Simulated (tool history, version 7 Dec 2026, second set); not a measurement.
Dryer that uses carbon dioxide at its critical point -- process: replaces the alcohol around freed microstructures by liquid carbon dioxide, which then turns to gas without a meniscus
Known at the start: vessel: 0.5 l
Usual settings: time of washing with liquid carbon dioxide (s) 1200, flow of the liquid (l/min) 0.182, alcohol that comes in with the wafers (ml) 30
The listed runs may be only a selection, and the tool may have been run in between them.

run,day,time of washing with liquid carbon dioxide (s),flow of the liquid (l/min),alcohol that comes in with the wafers (ml),alcohol left in the vessel before it's heated (ppm by volume)
1,0,1200,0.182,30,666
# day 0.442: inlet filter changed
2,0.933,1200,0.182,23,334
3,1.917,1200,0.182,23,325
4,2.371,1200,0.182,99,929
5,3.167,1200,0.182,99,947
6,3.938,1200,0.182,50,565
7,4.396,1200,0.182,30,411
8,4.946,1200,0.182,30,404
9,5.4,1200,0.182,30,414
10,6.358,1200,0.182,30,422
11,7.421,1200,0.182,30,419
12,8.271,1200,0.182,30,429
13,8.812,1200,0.182,30,443
14,9.846,1200,0.182,30,457
15,10.721,1200,0.182,30,463
16,11.362,900,0.182,30,1263
17,11.908,1200,0.182,30,478
18,12.762,1200,0.116,30,2388
19,13.425,1200,0.115,30,2492
20,13.962,1200,0.182,30,496
21,14.8,1200,0.182,30,507
22,15.271,1200,0.19,30,443
23,15.896,1200,0.207,30,358
24,16.821,1380,0.174,44,507
25,17.721,1380,0.174,44,499
26,18.5,1020,0.182,30,958
27,19.458,840,0.293,60,525
28,20.475,840,0.293,60,548
29,21.046,840,0.293,60,550
30,22.121,840,0.293,60,586
31,22.817,840,0.293,60,562
32,23.858,1260,0.129,33,1880
33,24.908,840,0.129,33,5906
34,25.942,1800,0.182,30,266
35,26.796,1500,0.182,106,673
36,27.425,1500,0.182,106,683
37,28.054,1200,0.219,30,395
38,28.804,1260,0.219,22,327
39,29.525,1500,0.126,30,1217
40,30.138,1500,0.126,30,1227
41,31.167,1500,0.126,30,1209
42,32.012,1500,0.126,30,1248
43,32.962,1200,0.128,35,2725
44,33.712,1200,0.128,35,2850
45,34.375,1200,0.128,35,2879

Measured result minus the same run's result without the hidden state. Both carry the same run-to-run variation, though not necessarily the same gauge scatter:
What the log doesn't record here: flow that reaches the vessel past the clogged filter, %; alcohol in the recycled carbon dioxide, ppm; drift of the gauge itself on alcohol_ppm, %.
run,alcohol left in the vessel before it's heated (ppm by volume)
1,+440
2,+145
3,+152
4,+200
5,+218
6,+193
7,+184
8,+184
9,+187
10,+197
11,+205
12,+214
13,+220
14,+233
15,+242
16,+383
17,+250
18,+581
19,+620
20,+270
21,+285
22,+268
23,+252
24,+306
25,+308
26,+443
27,+344
28,+356
29,+366
30,+388
31,+372
32,+799
33,+1698
34,+252
35,+475
36,+488
37,+326
38,+284
39,+690
40,+702
41,+708
42,+742
43,+1313
44,+1391
45,+1417
